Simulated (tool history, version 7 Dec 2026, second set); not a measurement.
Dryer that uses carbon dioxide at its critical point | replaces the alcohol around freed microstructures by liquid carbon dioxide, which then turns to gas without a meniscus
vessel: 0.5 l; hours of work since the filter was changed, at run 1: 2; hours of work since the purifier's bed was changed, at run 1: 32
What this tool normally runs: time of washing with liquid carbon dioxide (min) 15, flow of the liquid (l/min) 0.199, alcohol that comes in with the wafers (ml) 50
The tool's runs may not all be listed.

run	day	time of washing with liquid carbon dioxide (min)	flow of the liquid (l/min)	alcohol that comes in with the wafers (ml)	hours of work since the filter was changed	hours of work since the purifier's bed was changed	alcohol left in the vessel before it's heated (ppm by volume)
1	0	15	0.199	50	2	32	1552
2	0.429	15	0.199	50	9	39	1586
3	0.625	15	0.199	50	13	42	1632
4	0.817	15	0.199	98	16	45	3110
5	1.238	12	0.199	98	23	52	7058
6	1.575	14	0.199	50	28	58	2134
7	1.929	15	0.199	50	34	63	1652
8	2.292	19	0.199	50	40	69	574
9	2.488	19	0.199	50	43	73	568
10	2.929	19	0.337	50	50	80	38
11	3.3	19	0.337	50	56	86	44
12	3.496	15	0.199	31	60	89	1050
13	3.942	15	0.199	31	67	96	1072
14	4.329	17	0.2	50	73	103	961
15	4.725	17	0.2	50	80	109	1008
16	5.162	18	0.288	74	87	116	166

3 options for the next run, each taken on its own from the tool as it stands now. Forecast them:
A	5.533	18	0.28	74	93	123	?
B	5.533	12	0.217	74	93	123	?
C	5.533	17	0.321	49	93	123	?

run	alcohol left in the vessel before it's heated (ppm by volume)
A	204
B	4345
C	91
Stripped of hidden state, with their random variation kept, the same runs would have yielded:
run	alcohol left in the vessel before it's heated (ppm by volume)
A	142
B	3814
C	50
